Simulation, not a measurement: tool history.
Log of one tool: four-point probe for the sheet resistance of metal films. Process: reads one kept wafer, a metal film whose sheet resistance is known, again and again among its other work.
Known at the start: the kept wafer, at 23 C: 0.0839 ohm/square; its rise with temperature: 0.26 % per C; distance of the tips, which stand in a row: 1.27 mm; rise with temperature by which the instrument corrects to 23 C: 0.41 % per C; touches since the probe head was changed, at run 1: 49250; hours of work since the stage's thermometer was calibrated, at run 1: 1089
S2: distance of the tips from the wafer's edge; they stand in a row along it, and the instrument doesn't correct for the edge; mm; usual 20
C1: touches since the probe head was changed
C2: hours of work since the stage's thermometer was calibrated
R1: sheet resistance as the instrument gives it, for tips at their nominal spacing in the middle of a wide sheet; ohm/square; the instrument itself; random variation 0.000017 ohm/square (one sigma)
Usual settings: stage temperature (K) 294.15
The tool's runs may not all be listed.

run 1 hour=0 | stage_temperature_(K)=294.15 S2=20 | C1=49250 C2=1089 | R1=0.085294
run 2 hour=62.8 | stage_temperature_(K)=294.15 S2=21 | C1=51322 C2=1132 | R1=0.085296
run 3 hour=96.8 | stage_temperature_(K)=294.15 S2=6 | C1=52442 C2=1155 | R1=0.087146
run 4 hour=130.1 | stage_temperature_(K)=294.15 S2=6 | C1=53540 C2=1178 | R1=0.087149
run 5 hour=195.3 | stage_temperature_(K)=299.15 S2=20 | C1=55694 C2=1222 | R1=0.084702
run 6 hour=251.1 | stage_temperature_(K)=306.15 S2=20 | C1=57532 C2=1260 | R1=0.083844
run 7 hour=287.5 | stage_temperature_(K)=307.15 S2=20 | C1=58734 C2=1285 | R1=0.083793
run 8 hour=333.8 | stage_temperature_(K)=307.15 S2=20 | C1=60262 C2=1317 | R1=0.083786
run 9 hour=389.9 | stage_temperature_(K)=294.15 S2=20 | C1=62111 C2=1355 | R1=0.085504
run 10 hour=420.2 | stage_temperature_(K)=294.15 S2=20 | C1=63111 C2=1376 | R1=0.085519
run 11 hour=473.4 | stage_temperature_(K)=292.15 S2=6 | C1=64863 C2=1412 | R1=0.087674
run 12 hour=522.5 | stage_temperature_(K)=297.15 S2=13 | C1=66485 C2=1445 | R1=0.085441
run 13 hour=585.9 | stage_temperature_(K)=297.15 S2=13 | C1=68574 C2=1489 | R1=0.085497
-- hour=591.4 stage's thermometer calibrated
run 14 hour=619.1 | stage_temperature_(K)=305.15 S2=4 | C1=69652 C2=19 | R1=0.088369
run 15 hour=680.6 | stage_temperature_(K)=300.15 S2=18 | C1=71683 C2=61 | R1=0.084969
-- hour=716.2 new probe head fitted
run 16 hour=717 | stage_temperature_(K)=305.15 S2=7 | C1=25 C2=85 | R1=0.084475
run 17 hour=754.6 | stage_temperature_(K)=294.15 S2=5 | C1=1265 C2=111 | R1=0.087305
run 18 hour=794.8 | stage_temperature_(K)=296.15 S2=27 | C1=2593 C2=138 | R1=0.084341

Forecast each of these 4 alternatives for the next run:
run A hour=833.2 | stage_temperature_(K)=297.15 S2=30 | C1=3857 C2=164 | R1=?
run B hour=833.2 | stage_temperature_(K)=292.15 S2=27 | C1=3857 C2=164 | R1=?
run C hour=833.2 | stage_temperature_(K)=306.15 S2=5 | C1=3857 C2=164 | R1=?
run D hour=833.2 | stage_temperature_(K)=296.15 S2=7 | C1=3857 C2=164 | R1=?

run=A R1=0.084186
run=B R1=0.084896
run=C R1=0.085754
run=D R1=0.085699
Without the tool's hidden state the same runs would have given:
run=A R1=0.083841
run=B R1=0.084547
run=C R1=0.085408
run=D R1=0.085348
